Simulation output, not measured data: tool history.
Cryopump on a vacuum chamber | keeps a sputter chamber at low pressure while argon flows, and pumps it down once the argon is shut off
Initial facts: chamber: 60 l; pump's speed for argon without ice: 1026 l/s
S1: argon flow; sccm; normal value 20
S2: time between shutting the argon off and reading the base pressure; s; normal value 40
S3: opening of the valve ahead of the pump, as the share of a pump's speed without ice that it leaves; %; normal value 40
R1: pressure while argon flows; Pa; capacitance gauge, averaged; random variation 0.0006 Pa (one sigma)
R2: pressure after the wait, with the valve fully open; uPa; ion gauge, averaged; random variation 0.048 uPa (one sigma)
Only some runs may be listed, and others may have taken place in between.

run 1 hour=0.0 | S1=20 S2=40 S3=40 | R1=0.0915 R2=4.86
run 2 hour=34.8 | S1=20 S2=43 S3=40 | R1=0.0913 R2=5.04
-- hour=81.8 pump warmed up, emptied and cooled again
run 3 hour=96.5 | S1=20 S2=43 S3=40 | R1=0.0833 R2=4.50
-- hour=159.9 leaking fittings of the chamber tightened, without venting
run 4 hour=161.2 | S1=20 S2=39 S3=40 | R1=0.0838 R2=3.05
run 5 hour=216.1 | S1=20 S2=39 S3=29 | R1=0.1167 R2=3.15
run 6 hour=284.9 | S1=20 S2=39 S3=29 | R1=0.1174 R2=3.28
run 7 hour=321.2 | S1=20 S2=39 S3=29 | R1=0.1174 R2=3.38
run 8 hour=371.3 | S1=20 S2=39 S3=29 | R1=0.1195 R2=3.46
run 9 hour=447.9 | S1=20 S2=39 S3=29 | R1=0.1203 R2=3.60
run 10 hour=516.2 | S1=20 S2=33 S3=52 | R1=0.0720 R2=4.18
run 11 hour=579.6 | S1=8 S2=88 S3=20 | R1=0.0698 R2=2.34
run 12 hour=624.5 | S1=8 S2=88 S3=20 | R1=0.0701 R2=2.34
-- hour=676.1 pump warmed up, emptied and cooled again
run 13 hour=702.1 | S1=20 S2=34 S3=40 | R1=0.0838 R2=4.03
run 14 hour=757.7 | S1=19 S2=24 S3=18 | R1=0.1754 R2=5.32
run 15 hour=816.5 | S1=19 S2=24 S3=18 | R1=0.1782 R2=5.64

Here are 4 independent what-if runs from the current tool condition. What would each one return?
run A hour=872.3 | S1=38 S2=128 S3=22 | R1=? R2=?
run B hour=872.3 | S1=26 S2=56 S3=36 | R1=? R2=?
run C hour=872.3 | S1=20 S2=40 S3=16 | R1=? R2=?
run D hour=872.3 | S1=19 S2=39 S3=18 | R1=? R2=?

run=A R1=0.2926 R2=2.01
run=B R1=0.1246 R2=3.11
run=C R1=0.2092 R2=3.80
run=D R1=0.1791 R2=3.91
Without the tool's hidden state the same runs would have given:
run=A R1=0.2847 R2=1.10
run=B R1=0.1192 R2=2.19
run=C R1=0.2051 R2=2.90
run=D R1=0.1751 R2=2.99
